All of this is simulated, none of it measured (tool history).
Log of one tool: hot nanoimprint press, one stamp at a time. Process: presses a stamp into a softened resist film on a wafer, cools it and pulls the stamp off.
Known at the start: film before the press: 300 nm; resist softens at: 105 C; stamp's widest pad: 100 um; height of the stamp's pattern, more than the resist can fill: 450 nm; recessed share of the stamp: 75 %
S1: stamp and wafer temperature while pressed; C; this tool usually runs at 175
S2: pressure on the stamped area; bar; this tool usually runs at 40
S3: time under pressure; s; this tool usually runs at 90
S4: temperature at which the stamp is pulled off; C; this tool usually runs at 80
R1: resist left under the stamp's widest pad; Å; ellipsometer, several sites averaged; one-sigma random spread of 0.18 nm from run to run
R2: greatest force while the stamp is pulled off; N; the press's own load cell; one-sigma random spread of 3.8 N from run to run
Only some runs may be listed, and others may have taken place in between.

run	day	S1	S2	S3	S4	R1	R2
1	0	175	40	90	80	1621	313
# day 2.954: stamp cleaned and given a new release coat
# day 3.433: plate thermocouple calibrated
2	3.533	175	40	90	80	1600	184
3	6.496	175	40	90	80	1594	203
4	9.454	175	40	90	80	1593	219
5	11.75	175	40	90	88	1589	220
6	14.983	175	42.4	90	88	1540	244
# day 16.538: press's hydraulic seals changed and the load cell set to zero
7	17.958	175	42.4	90	88	1522	248
8	20.446	175	42.4	90	88	1514	269
9	22.388	175	40	90	80	1562	313
# day 22.838: plate thermocouple calibrated, once more
10	24.029	175	40	90	80	1654	331
# day 25.425: stamp cleaned and given a new release coat
11	27.308	175	40	90	76	1648	205
12	29.742	175	40	90	76	1646	215
13	32.012	173	38.7	53	80	2058	222

What does the tool deliver on the next run?
14	33.783	173	38.7	53	80	?	?

R1: 2060 Å
R2: 240 N
Were there no unlogged condition in the tool, this run, its random variation unchanged, would have produced R1 2068 Å, R2 189 N.
